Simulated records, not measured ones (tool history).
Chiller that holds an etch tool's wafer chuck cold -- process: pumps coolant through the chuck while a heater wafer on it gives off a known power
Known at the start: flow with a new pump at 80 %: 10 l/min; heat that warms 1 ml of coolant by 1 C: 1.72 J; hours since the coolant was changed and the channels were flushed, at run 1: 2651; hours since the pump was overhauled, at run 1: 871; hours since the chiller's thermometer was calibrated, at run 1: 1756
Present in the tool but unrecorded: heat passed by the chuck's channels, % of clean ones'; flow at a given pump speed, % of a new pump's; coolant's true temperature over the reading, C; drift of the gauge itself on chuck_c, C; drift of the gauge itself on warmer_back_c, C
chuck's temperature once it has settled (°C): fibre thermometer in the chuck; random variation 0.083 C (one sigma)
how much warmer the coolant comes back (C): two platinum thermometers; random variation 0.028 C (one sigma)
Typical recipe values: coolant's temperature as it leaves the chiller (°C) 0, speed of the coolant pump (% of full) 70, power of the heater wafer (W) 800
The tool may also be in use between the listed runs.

| run | hour | coolant's temperature as it leaves the chiller (°C) | speed of the coolant pump (% of full) | power of the heater wafer (W) | hours since the coolant was changed and the channels were flushed | hours since the pump was overhauled | hours since the chiller's thermometer was calibrated | chuck's temperature once it has settled (°C) | how much warmer the coolant comes back (C) |
|---|---|---|---|---|---|---|---|---|---|
| 1 | 0 | 0 | 70 | 800 | 2651 | 871 | 1756 | 5.84 | 3.19 |
| 2 | 23.1 | 0 | 70 | 800 | 2675 | 894 | 1779 | 5.94 | 3.2 |
| 3 | 55.8 | 0 | 70 | 800 | 2707 | 927 | 1812 | 5.88 | 3.19 |
| 4 | 101.6 | 0 | 70 | 800 | 2753 | 972 | 1858 | 5.82 | 3.23 |
| 5 | 123.5 | 0 | 70 | 800 | 2775 | 994 | 1879 | 5.8 | 3.18 |
| 6 | 167.9 | 0 | 70 | 800 | 2819 | 1039 | 1924 | 5.99 | 3.15 |
| 7 | 204.6 | 0 | 70 | 800 | 2856 | 1075 | 1960 | 5.96 | 3.18 |
| 8 | 244.4 | 0 | 82 | 800 | 2896 | 1115 | 2000 | 5.15 | 2.71 |
| 9 | 273.3 | 0 | 82 | 800 | 2925 | 1144 | 2029 | 5.22 | 2.66 |
| 10 | 320.2 | 5 | 82 | 800 | 2972 | 1191 | 2076 | 10.16 | 2.6 |
| 11 | 356.1 | 5 | 82 | 800 | 3007 | 1227 | 2112 | 10.3 | 2.66 |
| 12 | 377.8 | 6 | 62 | 800 | 3029 | 1249 | 2134 | 12.4 | 3.55 |
| 13 | 419.9 | 7 | 73 | 603 | 3071 | 1291 | 2176 | 11.41 | 2.21 |
| 14 | 450.8 | 0 | 88 | 472 | 3102 | 1322 | 2207 | 2.91 | 1.39 |
| 15 | 498.3 | 0 | 70 | 1135 | 3150 | 1369 | 2254 | 8.15 | 4.44 |
| 16 | 522 | -4 | 65 | 461 | 3173 | 1393 | 2278 | -0.3 | 1.88 |
| 17 | 562.2 | -4 | 70 | 582 | 3214 | 1433 | 2318 | 0.29 | 2.19 |
| 18 | 612 | -4 | 70 | 582 | 3263 | 1483 | 2368 | 0.31 | 2.16 |
| 19 | 653.4 | 9 | 76 | 889 | 3305 | 1524 | 2409 | 15.16 | 3.13 |
| 20 | 699.4 | 0 | 70 | 828 | 3351 | 1570 | 2455 | 6.19 | 3.12 |
| 21 | 721.3 | 0 | 70 | 587 | 3373 | 1592 | 2477 | 4.36 | 2.17 |

Each row is a separate what-if for the run after 21, all from the same tool condition, not one after another. Results?
| A | 751.7 | 0 | 70 | 951 | 3403 | 1623 | 2508 | ? | ? |
| B | 751.7 | 6 | 82 | 573 | 3403 | 1623 | 2508 | ? | ? |
| C | 751.7 | 0 | 82 | 524 | 3403 | 1623 | 2508 | ? | ? |
| D | 751.7 | -3 | 72 | 662 | 3403 | 1623 | 2508 | ? | ? |
| E | 751.7 | -8 | 98 | 579 | 3403 | 1623 | 2508 | ? | ? |

| run | chuck's temperature once it has settled (°C) | how much warmer the coolant comes back (C) |
|---|---|---|
| A | 6.96 | 3.6 |
| B | 9.67 | 1.76 |
| C | 3.29 | 1.58 |
| D | 1.87 | 2.39 |
| E | -4.66 | 1.37 |
What these runs would have given with no unlogged condition in the tool:
| run | chuck's temperature once it has settled (°C) | how much warmer the coolant comes back (C) |
|---|---|---|
| A | 6.94 | 3.79 |
| B | 9.65 | 1.95 |
| C | 3.28 | 1.78 |
| D | 1.86 | 2.58 |
| E | -4.67 | 1.57 |
